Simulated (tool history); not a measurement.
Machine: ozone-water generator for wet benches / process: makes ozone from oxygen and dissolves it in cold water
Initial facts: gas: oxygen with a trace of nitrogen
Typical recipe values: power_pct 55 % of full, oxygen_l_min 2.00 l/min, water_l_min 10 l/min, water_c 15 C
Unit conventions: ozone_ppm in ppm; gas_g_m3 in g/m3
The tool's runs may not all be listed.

{"run": 1, "hour": 0.0, "power_pct": 55, "oxygen_l_min": 2.0, "water_l_min": 10, "water_c": 15, "ozone_ppm": 12.4, "gas_g_m3": 142.5}
{"run": 2, "hour": 92.0, "power_pct": 55, "oxygen_l_min": 2.0, "water_l_min": 10, "water_c": 15, "ozone_ppm": 12.4, "gas_g_m3": 142.1}
{"run": 3, "hour": 135.8, "power_pct": 55, "oxygen_l_min": 2.0, "water_l_min": 10, "water_c": 15, "ozone_ppm": 12.3, "gas_g_m3": 141.4}
{"run": 4, "hour": 202.6, "power_pct": 55, "oxygen_l_min": 2.0, "water_l_min": 12, "water_c": 15, "ozone_ppm": 9.9, "gas_g_m3": 144.2}
{"run": 5, "hour": 302.2, "power_pct": 55, "oxygen_l_min": 2.0, "water_l_min": 12, "water_c": 15, "ozone_ppm": 9.6, "gas_g_m3": 141.3}
{"run": 6, "hour": 365.2, "power_pct": 55, "oxygen_l_min": 2.0, "water_l_min": 12, "water_c": 15, "ozone_ppm": 9.7, "gas_g_m3": 140.8}
{"run": 7, "hour": 424.6, "power_pct": 55, "oxygen_l_min": 2.0, "water_l_min": 12, "water_c": 15, "ozone_ppm": 10.0, "gas_g_m3": 140.8}
{"hour": 467.2, "done": "contactor cleaned"}
{"run": 8, "hour": 492.0, "power_pct": 55, "oxygen_l_min": 2.0, "water_l_min": 12, "water_c": 15, "ozone_ppm": 9.6, "gas_g_m3": 141.6}
{"run": 9, "hour": 565.3, "power_pct": 55, "oxygen_l_min": 2.0, "water_l_min": 10, "water_c": 15, "ozone_ppm": 11.6, "gas_g_m3": 141.5}
{"run": 10, "hour": 649.7, "power_pct": 55, "oxygen_l_min": 2.0, "water_l_min": 10, "water_c": 15, "ozone_ppm": 11.7, "gas_g_m3": 140.4}
{"run": 11, "hour": 733.5, "power_pct": 55, "oxygen_l_min": 2.0, "water_l_min": 10, "water_c": 15, "ozone_ppm": 11.7, "gas_g_m3": 140.1}
{"hour": 831.3, "done": "contactor cleaned, once more"}
{"run": 12, "hour": 834.5, "power_pct": 55, "oxygen_l_min": 2.0, "water_l_min": 10, "water_c": 22, "ozone_ppm": 11.2, "gas_g_m3": 138.3}
{"run": 13, "hour": 931.2, "power_pct": 55, "oxygen_l_min": 2.0, "water_l_min": 10, "water_c": 22, "ozone_ppm": 11.3, "gas_g_m3": 139.1}
{"run": 14, "hour": 978.5, "power_pct": 66, "oxygen_l_min": 1.23, "water_l_min": 12, "water_c": 8, "ozone_ppm": 12.0, "gas_g_m3": 224.3}
{"run": 15, "hour": 1063.2, "power_pct": 66, "oxygen_l_min": 1.23, "water_l_min": 12, "water_c": 8, "ozone_ppm": 11.7, "gas_g_m3": 221.8}
{"run": 16, "hour": 1116.2, "power_pct": 40, "oxygen_l_min": 1.38, "water_l_min": 10, "water_c": 10, "ozone_ppm": 9.9, "gas_g_m3": 137.4}
{"run": 17, "hour": 1175.3, "power_pct": 40, "oxygen_l_min": 1.38, "water_l_min": 10, "water_c": 10, "ozone_ppm": 9.7, "gas_g_m3": 137.2}
{"run": 18, "hour": 1242.1, "power_pct": 40, "oxygen_l_min": 1.38, "water_l_min": 10, "water_c": 10, "ozone_ppm": 9.9, "gas_g_m3": 137.7}
{"run": 19, "hour": 1285.2, "power_pct": 40, "oxygen_l_min": 1.38, "water_l_min": 10, "water_c": 10, "ozone_ppm": 9.7, "gas_g_m3": 137.3}
{"run": 20, "hour": 1375.9, "power_pct": 47, "oxygen_l_min": 1.98, "water_l_min": 14, "water_c": 12, "ozone_ppm": 7.4, "gas_g_m3": 121.2}
{"run": 21, "hour": 1438.0, "power_pct": 47, "oxygen_l_min": 1.98, "water_l_min": 14, "water_c": 12, "ozone_ppm": 7.5, "gas_g_m3": 122.9}
{"run": 22, "hour": 1506.1, "power_pct": 47, "oxygen_l_min": 1.98, "water_l_min": 14, "water_c": 12, "ozone_ppm": 7.4, "gas_g_m3": 121.9}
{"run": 23, "hour": 1589.2, "power_pct": 47, "oxygen_l_min": 1.23, "water_l_min": 14, "water_c": 16, "ozone_ppm": 6.8, "gas_g_m3": 169.2}
{"run": 24, "hour": 1650.4, "power_pct": 47, "oxygen_l_min": 1.23, "water_l_min": 15, "water_c": 8, "ozone_ppm": 6.5, "gas_g_m3": 166.9}
{"run": 25, "hour": 1728.7, "power_pct": 55, "oxygen_l_min": 2.0, "water_l_min": 11, "water_c": 13, "ozone_ppm": 11.0, "gas_g_m3": 136.6}

Branching from run 25: 4 alternative next runs. What would each branch give?
{"run": "A", "hour": 1824.1, "power_pct": 55, "oxygen_l_min": 1.59, "water_l_min": 11, "water_c": 13, "ozone_ppm": "?", "gas_g_m3": "?"}
{"run": "B", "hour": 1824.1, "power_pct": 55, "oxygen_l_min": 1.64, "water_l_min": 16, "water_c": 15, "ozone_ppm": "?", "gas_g_m3": "?"}
{"run": "C", "hour": 1824.1, "power_pct": 55, "oxygen_l_min": 2.0, "water_l_min": 10, "water_c": 13, "ozone_ppm": "?", "gas_g_m3": "?"}
{"run": "D", "hour": 1824.1, "power_pct": 55, "oxygen_l_min": 2.0, "water_l_min": 8, "water_c": 13, "ozone_ppm": "?", "gas_g_m3": "?"}

run=A ozone_ppm=10.9 gas_g_m3=157.6
run=B ozone_ppm=6.8 gas_g_m3=154.2
run=C ozone_ppm=12.0 gas_g_m3=135.9
run=D ozone_ppm=15.0 gas_g_m3=135.1
With the hidden condition removed and each run's random variation left untouched, the same runs would have given:
run=A ozone_ppm=12.2 gas_g_m3=174.2
run=B ozone_ppm=7.7 gas_g_m3=170.5
run=C ozone_ppm=13.5 gas_g_m3=150.2
run=D ozone_ppm=16.9 gas_g_m3=149.3
